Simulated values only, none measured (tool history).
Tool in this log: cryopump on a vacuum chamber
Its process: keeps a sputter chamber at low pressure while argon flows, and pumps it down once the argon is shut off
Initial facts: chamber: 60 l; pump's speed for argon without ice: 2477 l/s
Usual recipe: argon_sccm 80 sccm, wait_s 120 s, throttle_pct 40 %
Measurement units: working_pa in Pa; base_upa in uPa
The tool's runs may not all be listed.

{"run": 1, "hour": 0.0, "argon_sccm": 80, "wait_s": 120, "throttle_pct": 40, "working_pa": 0.141, "base_upa": 1.35}
{"run": 2, "hour": 79.0, "argon_sccm": 80, "wait_s": 120, "throttle_pct": 16, "working_pa": 0.3453, "base_upa": 1.4}
{"run": 3, "hour": 165.4, "argon_sccm": 80, "wait_s": 120, "throttle_pct": 16, "working_pa": 0.3477, "base_upa": 1.46}
{"run": 4, "hour": 227.0, "argon_sccm": 80, "wait_s": 120, "throttle_pct": 16, "working_pa": 0.3511, "base_upa": 1.57}
{"run": 5, "hour": 314.4, "argon_sccm": 80, "wait_s": 120, "throttle_pct": 16, "working_pa": 0.3489, "base_upa": 1.58}
{"run": 6, "hour": 425.7, "argon_sccm": 59, "wait_s": 120, "throttle_pct": 40, "working_pa": 0.1074, "base_upa": 1.75}
{"run": 7, "hour": 491.5, "argon_sccm": 59, "wait_s": 120, "throttle_pct": 40, "working_pa": 0.1094, "base_upa": 1.79}
{"run": 8, "hour": 592.4, "argon_sccm": 80, "wait_s": 120, "throttle_pct": 26, "working_pa": 0.224, "base_upa": 1.93}
{"run": 9, "hour": 664.3, "argon_sccm": 80, "wait_s": 120, "throttle_pct": 26, "working_pa": 0.2243, "base_upa": 2.04}
{"run": 10, "hour": 763.9, "argon_sccm": 80, "wait_s": 120, "throttle_pct": 26, "working_pa": 0.2279, "base_upa": 2.09}
{"run": 11, "hour": 856.0, "argon_sccm": 80, "wait_s": 120, "throttle_pct": 26, "working_pa": 0.2261, "base_upa": 2.21}
{"run": 12, "hour": 926.2, "argon_sccm": 80, "wait_s": 120, "throttle_pct": 26, "working_pa": 0.2286, "base_upa": 2.31}
{"run": 13, "hour": 1023.3, "argon_sccm": 80, "wait_s": 120, "throttle_pct": 40, "working_pa": 0.1552, "base_upa": 2.39}
{"run": 14, "hour": 1118.1, "argon_sccm": 38, "wait_s": 120, "throttle_pct": 40, "working_pa": 0.0753, "base_upa": 2.53}
{"run": 15, "hour": 1228.6, "argon_sccm": 97, "wait_s": 161, "throttle_pct": 54, "working_pa": 0.1515, "base_upa": 2.48}
{"run": 16, "hour": 1282.4, "argon_sccm": 97, "wait_s": 161, "throttle_pct": 54, "working_pa": 0.1526, "base_upa": 2.64}
{"run": 17, "hour": 1328.9, "argon_sccm": 97, "wait_s": 161, "throttle_pct": 56, "working_pa": 0.1504, "base_upa": 2.71}
{"hour": 1343.7, "done": "pump warmed up, emptied and cooled again"}
{"hour": 1363.9, "done": "leaking fittings of the chamber tightened, without venting"}
{"run": 18, "hour": 1435.0, "argon_sccm": 101, "wait_s": 161, "throttle_pct": 45, "working_pa": 0.1545, "base_upa": 0.55}
{"run": 19, "hour": 1532.2, "argon_sccm": 80, "wait_s": 28, "throttle_pct": 40, "working_pa": 0.1389, "base_upa": 2.15}
{"run": 20, "hour": 1638.6, "argon_sccm": 80, "wait_s": 28, "throttle_pct": 40, "working_pa": 0.1413, "base_upa": 2.19}
{"run": 21, "hour": 1694.4, "argon_sccm": 80, "wait_s": 28, "throttle_pct": 40, "working_pa": 0.1411, "base_upa": 2.32}
{"run": 22, "hour": 1765.7, "argon_sccm": 80, "wait_s": 64, "throttle_pct": 52, "working_pa": 0.1102, "base_upa": 1.22}
{"run": 23, "hour": 1832.6, "argon_sccm": 123, "wait_s": 172, "throttle_pct": 52, "working_pa": 0.1713, "base_upa": 0.78}
{"run": 24, "hour": 1885.6, "argon_sccm": 123, "wait_s": 172, "throttle_pct": 52, "working_pa": 0.1732, "base_upa": 0.78}
{"run": 25, "hour": 1978.2, "argon_sccm": 159, "wait_s": 58, "throttle_pct": 40, "working_pa": 0.2866, "base_upa": 1.52}
{"run": 26, "hour": 2087.2, "argon_sccm": 159, "wait_s": 58, "throttle_pct": 40, "working_pa": 0.2909, "base_upa": 1.55}
{"run": 27, "hour": 2194.8, "argon_sccm": 128, "wait_s": 27, "throttle_pct": 30, "working_pa": 0.3102, "base_upa": 2.75}

Forecast each of these 5 alternatives for the next run:
{"run": "A", "hour": 2300.1, "argon_sccm": 69, "wait_s": 27, "throttle_pct": 29, "working_pa": "?", "base_upa": "?"}
{"run": "B", "hour": 2300.1, "argon_sccm": 32, "wait_s": 40, "throttle_pct": 22, "working_pa": "?", "base_upa": "?"}
{"run": "C", "hour": 2300.1, "argon_sccm": 118, "wait_s": 120, "throttle_pct": 40, "working_pa": "?", "base_upa": "?"}
{"run": "D", "hour": 2300.1, "argon_sccm": 135, "wait_s": 115, "throttle_pct": 17, "working_pa": "?", "base_upa": "?"}
{"run": "E", "hour": 2300.1, "argon_sccm": 116, "wait_s": 21, "throttle_pct": 34, "working_pa": "?", "base_upa": "?"}

run=A working_pa=0.1734 base_upa=2.77
run=B working_pa=0.1048 base_upa=2.2
run=C working_pa=0.2218 base_upa=1.32
run=D working_pa=0.5639 base_upa=1.31
run=E working_pa=0.2513 base_upa=3.5
Had the tool no hidden state, the same runs would have come out as:
run=A working_pa=0.1621 base_upa=2.07
run=B working_pa=0.0995 base_upa=1.48
run=C working_pa=0.2024 base_upa=0.6
run=D working_pa=0.5418 base_upa=0.6
run=E working_pa=0.2324 base_upa=2.77
